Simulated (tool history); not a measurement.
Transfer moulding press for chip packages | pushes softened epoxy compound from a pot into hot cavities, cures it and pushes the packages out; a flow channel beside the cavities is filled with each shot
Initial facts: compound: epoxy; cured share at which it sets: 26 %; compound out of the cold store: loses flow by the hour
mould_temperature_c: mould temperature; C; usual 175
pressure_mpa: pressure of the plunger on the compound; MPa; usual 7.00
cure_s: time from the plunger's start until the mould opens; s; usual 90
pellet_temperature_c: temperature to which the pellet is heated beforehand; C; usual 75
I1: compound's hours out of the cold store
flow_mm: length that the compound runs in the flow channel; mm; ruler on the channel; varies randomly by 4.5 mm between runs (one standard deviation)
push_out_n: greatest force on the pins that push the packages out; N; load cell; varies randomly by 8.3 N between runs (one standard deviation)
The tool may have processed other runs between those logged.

run 1 hour=0.0 | mould_temperature_c=175 pressure_mpa=7.00 cure_s=90 pellet_temperature_c=75 | I1=46.7 | flow_mm=856 push_out_n=612
-- hour=23.9 cavities cleaned with cleaning compound and waxed
run 2 hour=55.9 | mould_temperature_c=175 pressure_mpa=7.00 cure_s=90 pellet_temperature_c=75 | I1=29.9 | flow_mm=893 push_out_n=604
-- hour=77.1 cavities cleaned with cleaning compound and waxed
-- hour=97.4 plunger's sealing rings changed
run 3 hour=112.9 | mould_temperature_c=174 pressure_mpa=7.00 cure_s=90 pellet_temperature_c=75 | I1=22.9 | flow_mm=967 push_out_n=662
-- hour=135.9 cavities cleaned with cleaning compound and waxed
run 4 hour=170.6 | mould_temperature_c=175 pressure_mpa=7.00 cure_s=90 pellet_temperature_c=75 | I1=15.4 | flow_mm=983 push_out_n=629
-- hour=189.3 cavities cleaned with cleaning compound and waxed
run 5 hour=207.7 | mould_temperature_c=175 pressure_mpa=7.00 cure_s=90 pellet_temperature_c=75 | I1=32.3 | flow_mm=925 push_out_n=550
run 6 hour=238.2 | mould_temperature_c=175 pressure_mpa=7.00 cure_s=83 pellet_temperature_c=75 | I1=9.2 | flow_mm=979 push_out_n=797
-- hour=242.9 cavities cleaned with cleaning compound and waxed
-- hour=255.4 mould's thermocouples calibrated
run 7 hour=271.2 | mould_temperature_c=175 pressure_mpa=7.00 cure_s=83 pellet_temperature_c=75 | I1=16.8 | flow_mm=949 push_out_n=676
-- hour=297.9 cavities cleaned with cleaning compound and waxed
run 8 hour=317.3 | mould_temperature_c=175 pressure_mpa=7.00 cure_s=90 pellet_temperature_c=75 | I1=21.9 | flow_mm=949 push_out_n=528
-- hour=350.2 cavities cleaned with cleaning compound and waxed
run 9 hour=356.9 | mould_temperature_c=175 pressure_mpa=7.00 cure_s=90 pellet_temperature_c=82 | I1=46.5 | flow_mm=871 push_out_n=412
run 10 hour=394.8 | mould_temperature_c=175 pressure_mpa=7.00 cure_s=90 pellet_temperature_c=82 | I1=28.1 | flow_mm=916 push_out_n=652
-- hour=404.9 cavities cleaned with cleaning compound and waxed
run 11 hour=428.7 | mould_temperature_c=175 pressure_mpa=7.00 cure_s=90 pellet_temperature_c=82 | I1=15.0 | flow_mm=943 push_out_n=572
-- hour=460.3 cavities cleaned with cleaning compound and waxed
run 12 hour=478.0 | mould_temperature_c=175 pressure_mpa=7.00 cure_s=90 pellet_temperature_c=82 | I1=22.8 | flow_mm=927 push_out_n=543
run 13 hour=507.9 | mould_temperature_c=175 pressure_mpa=7.00 cure_s=90 pellet_temperature_c=82 | I1=18.5 | flow_mm=925 push_out_n=674
-- hour=513.4 cavities cleaned with cleaning compound and waxed
-- hour=566.5 cavities cleaned with cleaning compound and waxed
run 14 hour=566.5 | mould_temperature_c=175 pressure_mpa=7.17 cure_s=90 pellet_temperature_c=76 | I1=8.4 | flow_mm=949 push_out_n=382
-- hour=580.7 plunger's sealing rings changed
run 15 hour=602.2 | mould_temperature_c=168 pressure_mpa=7.17 cure_s=90 pellet_temperature_c=74 | I1=10.5 | flow_mm=1034 push_out_n=921
-- hour=625.5 cavities cleaned with cleaning compound and waxed
run 16 hour=647.4 | mould_temperature_c=168 pressure_mpa=7.17 cure_s=90 pellet_temperature_c=74 | I1=19.2 | flow_mm=1001 push_out_n=848
-- hour=678.1 cavities cleaned with cleaning compound and waxed
run 17 hour=705.4 | mould_temperature_c=183 pressure_mpa=8.71 cure_s=110 pellet_temperature_c=81 | I1=35.7 | flow_mm=992 push_out_n=509
-- hour=732.7 cavities cleaned with cleaning compound and waxed
run 18 hour=749.2 | mould_temperature_c=181 pressure_mpa=8.71 cure_s=110 pellet_temperature_c=65 | I1=34.4 | flow_mm=999 push_out_n=419
-- hour=785.6 cavities cleaned with cleaning compound and waxed
run 19 hour=785.6 | mould_temperature_c=181 pressure_mpa=8.71 cure_s=110 pellet_temperature_c=65 | I1=30.9 | flow_mm=1005 push_out_n=319
-- hour=790.4 mould's thermocouples calibrated
run 20 hour=823.7 | mould_temperature_c=181 pressure_mpa=7.90 cure_s=84 pellet_temperature_c=71 | I1=17.1 | flow_mm=987 push_out_n=580
-- hour=841.6 cavities cleaned with cleaning compound and waxed
run 21 hour=858.3 | mould_temperature_c=181 pressure_mpa=7.90 cure_s=84 pellet_temperature_c=71 | I1=34.4 | flow_mm=951 push_out_n=490
-- hour=895.1 cavities cleaned with cleaning compound and waxed
run 22 hour=899.5 | mould_temperature_c=181 pressure_mpa=7.90 cure_s=84 pellet_temperature_c=71 | I1=14.2 | flow_mm=991 push_out_n=388
-- hour=947.3 cavities cleaned with cleaning compound and waxed
run 23 hour=952.2 | mould_temperature_c=181 pressure_mpa=7.06 cure_s=102 pellet_temperature_c=71 | I1=26.5 | flow_mm=894 push_out_n=360
-- hour=1001.4 cavities cleaned with cleaning compound and waxed
run 24 hour=1001.4 | mould_temperature_c=169 pressure_mpa=5.38 cure_s=76 pellet_temperature_c=82 | I1=10.9 | flow_mm=854 push_out_n=797
run 25 hour=1043.7 | mould_temperature_c=169 pressure_mpa=5.38 cure_s=76 pellet_temperature_c=82 | I1=16.0 | flow_mm=828 push_out_n=1370
-- hour=1053.5 cavities cleaned with cleaning compound and waxed
-- hour=1063.2 plunger's sealing rings changed
run 26 hour=1074.6 | mould_temperature_c=172 pressure_mpa=5.93 cure_s=126 pellet_temperature_c=82 | I1=13.8 | flow_mm=921 push_out_n=469

Hidden state or all else? Some run-to-run changes of flow_mm, split into what the settings, what came in and random variation would give without the hidden state, and what is left for the hidden state (with any gauge scatter that isn't in both results):
Hidden conditions of the tool in this case: true mould temperature over the reading, C; pressure that reaches the compound, % of what is set; grip of the stained cavities, % over clean ones'; drift of the gauge itself on flow_mm, %; drift of the gauge itself on push_out_n, %.
Run 2 -> 3: mould_temperature_c 175 -> 174, cavities cleaned with cleaning compound and waxed, plunger's sealing rings changed. flow_mm +74 mm: hidden state +53, all else +21.
Run 14 -> 15: mould_temperature_c 175 -> 168, pellet_temperature_c 76 -> 74, plunger's sealing rings changed. flow_mm +85 mm: hidden state +52, all else +33.
Run 22 -> 23: pressure_mpa 7.90 -> 7.06, cure_s 84 -> 102, cavities cleaned with cleaning compound and waxed. flow_mm -97 mm: hidden state -1, all else -96.
Run 25 -> 26: mould_temperature_c 169 -> 172, pressure_mpa 5.38 -> 5.93, cure_s 76 -> 126, cavities cleaned with cleaning compound and waxed, plunger's sealing rings changed. flow_mm +93 mm: hidden state +46, all else +47.
